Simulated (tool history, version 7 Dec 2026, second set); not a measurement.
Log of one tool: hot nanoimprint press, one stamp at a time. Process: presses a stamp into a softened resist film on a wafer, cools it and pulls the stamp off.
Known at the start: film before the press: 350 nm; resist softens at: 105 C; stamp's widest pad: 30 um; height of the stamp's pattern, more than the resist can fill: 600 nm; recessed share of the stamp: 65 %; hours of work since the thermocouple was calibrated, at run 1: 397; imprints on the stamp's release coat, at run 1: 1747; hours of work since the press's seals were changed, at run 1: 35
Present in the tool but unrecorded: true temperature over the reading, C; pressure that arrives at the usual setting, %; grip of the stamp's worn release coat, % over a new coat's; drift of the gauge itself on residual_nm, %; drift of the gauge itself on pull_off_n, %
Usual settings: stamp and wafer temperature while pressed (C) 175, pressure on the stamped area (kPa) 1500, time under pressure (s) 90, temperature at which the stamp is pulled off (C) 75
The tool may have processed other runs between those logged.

run	hour	stamp and wafer temperature while pressed (C)	pressure on the stamped area (kPa)	time under pressure (s)	temperature at which the stamp is pulled off (C)	hours of work since the thermocouple was calibrated	imprints on the stamp's release coat	hours of work since the press's seals were changed	resist left under the stamp's widest pad (nm)	greatest force while the stamp is pulled off (N)
1	0	175	1500	90	75	397	1747	35	174.2	192
2	11.3	175	1500	90	75	402	1770	40	175.1	192
3	23.7	169	1500	90	75	407	1796	45	210	195
# hour 33.2: plate thermocouple calibrated
4	39.1	175	2170	90	75	3	1821	50	153.5	194
5	48.2	175	1170	90	75	6	1840	54	205.6	194
6	56.4	175	1710	90	75	10	1857	57	172.6	199
7	70.8	177	1500	90	70	16	1887	64	171.9	210
8	83.8	177	1500	90	70	22	1914	69	172.3	211
9	98.5	175	1500	70	75	28	1945	75	199	202
10	105	178	1740	134	72	31	1958	78	134.3	209
11	114.3	168	1500	90	73	35	1977	82	227.3	207
12	126.5	168	1500	57	71	40	2003	87	253.8	209

Pick out some run-to-run changes in resist left under the stamp's widest pad (nm). Of each, how much would a tool without hidden state show as well, from the settings, what came in and chance, and how much is left for the hidden state and any gauge scatter not in both results compared?
Run 3 -> 4: stamp and wafer temperature while pressed (C) 169 -> 175, pressure on the stamped area (kPa) 1500 -> 2170, plate thermocouple calibrated. resist left under the stamp's widest pad (nm) -56.5: hidden state +10.3, all else -66.8.
Run 10 -> 11: stamp and wafer temperature while pressed (C) 178 -> 168, pressure on the stamped area (kPa) 1740 -> 1500, time under pressure (s) 134 -> 90, temperature at which the stamp is pulled off (C) 72 -> 73. resist left under the stamp's widest pad (nm) +93: hidden state +0.1, all else +92.9.

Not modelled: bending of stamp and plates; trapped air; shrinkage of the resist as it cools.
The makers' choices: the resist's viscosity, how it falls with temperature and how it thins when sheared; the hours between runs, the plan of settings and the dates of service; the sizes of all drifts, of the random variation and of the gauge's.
